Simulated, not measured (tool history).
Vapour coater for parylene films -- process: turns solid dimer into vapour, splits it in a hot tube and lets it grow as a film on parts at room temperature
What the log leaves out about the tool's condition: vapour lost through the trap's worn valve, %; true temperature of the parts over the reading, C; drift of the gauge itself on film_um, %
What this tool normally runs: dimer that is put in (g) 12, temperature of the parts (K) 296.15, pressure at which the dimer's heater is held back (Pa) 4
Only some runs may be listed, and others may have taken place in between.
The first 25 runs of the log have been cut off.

run     day  dimer that is put in (g)  temperature of the parts (K)  pressure at which the dimer's heater is held back (Pa)  hours of work since the trap's valve was overhauled  hours of work since the table's thermometer was calibrated  thickness of the film (nm)
 26  32.558                        13                        296.15                                                       4                                                   64                                                        1657                        8110
 27  33.371                        13                        296.15                                                       4                                                   81                                                        1674                        7990
 28   35.15                        12                        303.15                                                    5.42                                                  118                                                        1711                        5540
 29  36.117                         7                        295.15                                                    2.86                                                  139                                                        1731                        4750
 30  37.058                        14                        303.15                                                    4.45                                                  158                                                        1751                        6490
 31   38.25                        22                        303.15                                                    7.03                                                  183                                                        1776                        9640
     39.279  -- trap's valve overhauled
 32  39.279                        17                        308.15                                                    2.64                                                    0                                                        1794                        7210
 33  40.717                        19                        296.15                                                    6.28                                                   30                                                        1824                       11170
 34  42.375                        12                        295.15                                                    6.36                                                   65                                                        1859                        7290
 35  44.179                        18                        304.15                                                       4                                                  103                                                        1897                        8350
 36    45.6                        10                        292.15                                                    3.75                                                  132                                                        1926                        7340
 37  47.171                        12                        296.15                                                     2.3                                                  165                                                        1959                        8020
 38    48.2                        12                        296.15                                                     2.3                                                  187                                                        1981                        8120
      49.05  -- trap's valve overhauled
 39  49.562                        14                        294.15                                                     8.9                                                   11                                                        2006                        8300
 40  51.083                        13                        294.15                                                    11.9                                                   43                                                        2038                        7410
 41  52.483                         5                        290.15                                                     2.6                                                   72                                                        2067                        4180

Run 42 is up next; what results do you expect?
 42  53.825                         6                        295.15                                                    6.37                                                  100                                                        2095                           ?

{"run 42": {"thickness of the film (nm)": 3630}}
If the tool had no hidden condition, the same run with the same run-to-run variation would have returned thickness of the film (nm) 3640.

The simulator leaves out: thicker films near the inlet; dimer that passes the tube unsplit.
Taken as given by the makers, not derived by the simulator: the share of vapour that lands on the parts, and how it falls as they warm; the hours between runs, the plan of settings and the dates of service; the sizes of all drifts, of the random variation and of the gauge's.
